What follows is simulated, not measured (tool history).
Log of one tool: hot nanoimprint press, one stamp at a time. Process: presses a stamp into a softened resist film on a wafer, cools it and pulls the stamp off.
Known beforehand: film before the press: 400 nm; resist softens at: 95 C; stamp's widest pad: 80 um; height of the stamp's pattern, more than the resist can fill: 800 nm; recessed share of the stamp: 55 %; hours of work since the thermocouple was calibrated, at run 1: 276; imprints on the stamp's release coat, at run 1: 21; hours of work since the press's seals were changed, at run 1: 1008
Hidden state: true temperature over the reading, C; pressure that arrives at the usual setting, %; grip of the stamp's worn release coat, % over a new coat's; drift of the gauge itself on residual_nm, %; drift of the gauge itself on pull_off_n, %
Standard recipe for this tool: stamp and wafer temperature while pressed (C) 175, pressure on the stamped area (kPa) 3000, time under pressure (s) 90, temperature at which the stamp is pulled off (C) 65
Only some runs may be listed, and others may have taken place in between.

| run | day | stamp and wafer temperature while pressed (C) | pressure on the stamped area (kPa) | time under pressure (s) | temperature at which the stamp is pulled off (C) | hours of work since the thermocouple was calibrated | imprints on the stamp's release coat | hours of work since the press's seals were changed | resist left under the stamp's widest pad (nm) | greatest force while the stamp is pulled off (N) |
|---|---|---|---|---|---|---|---|---|---|---|
| 1 | 0 | 175 | 3000 | 90 | 65 | 276 | 21 | 1008 | 222.3 | 128 |
| 2 | 1.308 | 175 | 3000 | 90 | 65 | 294 | 149 | 1026 | 220.6 | 133 |
| 3 | 2.829 | 178 | 3000 | 90 | 65 | 315 | 298 | 1047 | 206.7 | 134 |
|  | 3.938 | plate thermocouple calibrated |
| 4 | 3.954 | 178 | 3000 | 90 | 65 | 0 | 396 | 1061 | 206.5 | 133 |
| 5 | 4.867 | 175 | 3000 | 90 | 65 | 13 | 485 | 1073 | 220.2 | 131 |
| 6 | 5.888 | 175 | 3000 | 47 | 65 | 27 | 585 | 1087 | 267.7 | 130 |
|  | 6.279 | stamp cleaned and given a new release coat |
| 7 | 7.271 | 175 | 3000 | 90 | 65 | 43 | 98 | 1103 | 218.6 | 133 |
| 8 | 8.967 | 175 | 3000 | 90 | 65 | 66 | 263 | 1126 | 222.5 | 135 |
| 9 | 10.425 | 175 | 3000 | 90 | 65 | 86 | 406 | 1146 | 221.2 | 134 |
| 10 | 12.221 | 175 | 3180 | 90 | 65 | 111 | 582 | 1171 | 215.5 | 131 |
|  | 12.667 | stamp cleaned and given a new release coat |
| 11 | 13.879 | 175 | 3180 | 90 | 65 | 130 | 118 | 1190 | 213.5 | 130 |
| 12 | 14.821 | 175 | 3000 | 90 | 68 | 143 | 210 | 1203 | 220.4 | 129 |
| 13 | 15.921 | 175 | 3000 | 90 | 68 | 158 | 318 | 1219 | 221.8 | 122 |
| 14 | 16.812 | 184 | 3000 | 90 | 65 | 171 | 405 | 1231 | 179.5 | 132 |
|  | 19.058 | press's hydraulic seals changed and the load cell set to zero |
| 15 | 19.058 | 175 | 3000 | 90 | 65 | 197 | 592 | 0 | 220.1 | 131 |
|  | 19.438 | stamp cleaned and given a new release coat |
| 16 | 20.567 | 166 | 3000 | 73 | 61 | 214 | 110 | 17 | 284.2 | 142 |
| 17 | 21.875 | 166 | 3000 | 73 | 61 | 232 | 238 | 35 | 284.1 | 138 |
| 18 | 22.85 | 166 | 3000 | 73 | 61 | 246 | 333 | 49 | 286 | 142 |
| 19 | 24.129 | 182 | 2010 | 90 | 67 | 263 | 458 | 66 | 227.9 | 128 |
| 20 | 25.012 | 182 | 2740 | 90 | 62 | 275 | 545 | 79 | 196.6 | 140 |
|  | 25.883 | stamp cleaned and given a new release coat |
| 21 | 27.275 | 164 | 3000 | 51 | 65 | 303 | 136 | 106 | 316.4 | 131 |
| 22 | 28.962 | 164 | 3000 | 51 | 65 | 326 | 301 | 130 | 315.4 | 130 |
|  | 29.217 | plate thermocouple calibrated |
| 23 | 30.879 | 164 | 3000 | 51 | 65 | 23 | 476 | 154 | 316.8 | 131 |
|  | 32.379 | stamp cleaned and given a new release coat |
| 24 | 33.071 | 164 | 2870 | 51 | 65 | 50 | 68 | 181 | 321.6 | 130 |
| 25 | 35.179 | 164 | 2870 | 51 | 65 | 79 | 274 | 210 | 318.4 | 132 |
| 26 | 36.954 | 175 | 3240 | 111 | 52 | 103 | 447 | 235 | 199.6 | 160 |
|  | 38.804 | stamp cleaned and given a new release coat |
| 27 | 38.804 | 175 | 2360 | 116 | 65 | 125 | 0 | 257 | 227.5 | 130 |
| 28 | 40.742 | 175 | 3000 | 110 | 55 | 152 | 189 | 283 | 206.3 | 154 |
| 29 | 41.758 | 175 | 3000 | 110 | 55 | 166 | 289 | 297 | 206.9 | 156 |

What if the next run were any one of these 4? Each begins from the tool's condition after run 29:
| A | 43.038 | 185 | 3000 | 90 | 65 | 184 | 413 | 315 | ? | ? |
| B | 43.038 | 175 | 4410 | 110 | 69 | 184 | 413 | 315 | ? | ? |
| C | 43.038 | 176 | 3000 | 90 | 65 | 184 | 413 | 315 | ? | ? |
| D | 43.038 | 175 | 1820 | 100 | 61 | 184 | 413 | 315 | ? | ? |

| run | resist left under the stamp's widest pad (nm) | greatest force while the stamp is pulled off (N) |
|---|---|---|
| A | 176.8 | 130 |
| B | 171.9 | 126 |
| C | 217.6 | 135 |
| D | 268.2 | 137 |
Without the tool's unlogged condition, the same runs would have read:
| run | resist left under the stamp's widest pad (nm) | greatest force while the stamp is pulled off (N) |
|---|---|---|
| A | 176.7 | 129 |
| B | 171.8 | 125 |
| C | 217.5 | 134 |
| D | 268.1 | 136 |

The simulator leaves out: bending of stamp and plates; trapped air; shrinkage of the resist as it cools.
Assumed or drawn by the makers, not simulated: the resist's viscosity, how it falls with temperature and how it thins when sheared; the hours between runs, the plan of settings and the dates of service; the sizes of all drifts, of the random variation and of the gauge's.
